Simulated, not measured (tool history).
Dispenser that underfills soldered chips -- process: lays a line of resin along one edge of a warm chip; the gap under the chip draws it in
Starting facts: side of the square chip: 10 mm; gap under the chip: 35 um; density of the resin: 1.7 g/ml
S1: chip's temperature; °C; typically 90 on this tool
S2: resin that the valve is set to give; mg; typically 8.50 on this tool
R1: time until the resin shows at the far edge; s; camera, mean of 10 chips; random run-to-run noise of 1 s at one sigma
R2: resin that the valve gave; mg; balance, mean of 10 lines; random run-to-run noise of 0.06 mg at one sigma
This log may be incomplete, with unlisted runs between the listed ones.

run   hour  S1     S2     R1     R2
  1    0.0  90   8.50  170.9   8.14
       1.7  -- new syringe of resin
      11.7  -- new syringe of resin
  2   11.8  90   8.50   96.4   8.14
      21.6  -- new syringe of resin
  3   21.8  90   8.50   95.9   8.17
  4   28.1  90   8.50  142.5   8.10
      31.8  -- new syringe of resin
  5   39.2  90   8.50  151.3   8.19
      41.7  -- new syringe of resin
      52.2  -- new syringe of resin
  6   53.5  90   8.50  104.3   8.09
  7   60.7  90   8.50  164.1   7.94
      61.9  -- new syringe of resin
      72.2  -- new syringe of resin
  8   75.4  90   8.50  118.3   7.84
      82.6  -- new syringe of resin
  9   86.8  90   9.78  121.5   9.16
      92.7  -- new syringe of resin
 10   94.4  90   9.78  103.9   9.10
      99.3  -- dispensing valve cleaned and set on the balance
     104.0  -- new syringe of resin
 11  104.8  90   9.78   94.5   9.82
     113.7  -- new syringe of resin
 12  116.0  90   9.78  104.7   9.77
     123.3  -- new syringe of resin
 13  130.7  90   8.50  150.3   8.27
     133.3  -- new syringe of resin
     143.3  -- new syringe of resin
 14  144.4  90   8.50  101.0   8.22
     153.0  -- new syringe of resin
 15  154.4  90   8.50  101.8   8.24
 16  161.5  90   8.50  160.3   8.18
     163.1  -- new syringe of resin
 17  171.1  99   8.50  109.9   8.34
     173.0  -- new syringe of resin
 18  180.8  99   8.50  109.7   8.13
     182.9  -- new syringe of resin
     192.6  -- new syringe of resin
 19  195.2  99   8.50   77.6   7.97
     202.6  -- new syringe of resin
 20  207.8  90   8.45  131.9   8.01
     212.6  -- new syringe of resin
     220.8  -- stage's temperature calibrated
     223.6  -- new syringe of resin
 21  223.7  76   8.86  178.2   8.17
     233.5  -- new syringe of resin
 22  237.5  76   8.86  231.9   8.21
     243.7  -- new syringe of resin
 23  247.8  76   8.86  233.3   8.10
     251.7  -- dispensing valve cleaned and set on the balance
     255.0  -- new syringe of resin
 24  262.1  96  10.11  117.1  10.03
     265.4  -- new syringe of resin
     275.4  -- new syringe of resin
 25  276.6  87   9.94  116.2   9.73
     285.7  -- new syringe of resin
 26  289.8  87   9.94  138.2   9.76
     295.7  -- new syringe of resin
 27  301.0  83   7.97  185.3   7.88
     305.3  -- new syringe of resin
     315.1  -- new syringe of resin
 28  315.7  83   7.97  138.9   7.71
 29  322.3  83   7.97  216.2   7.72
     325.3  -- new syringe of resin
     335.7  -- new syringe of resin
 30  337.0  78   8.83  175.4   8.38

What will run 31 give?
     346.1  -- new syringe of resin
 31  346.5  92  9.38   ?   ?

{"run 31": {"R1": 90.9, "R2": 9.0}}
Without the tool's hidden state the same run would have given R1 88.2 s, R2 9.44 mg.
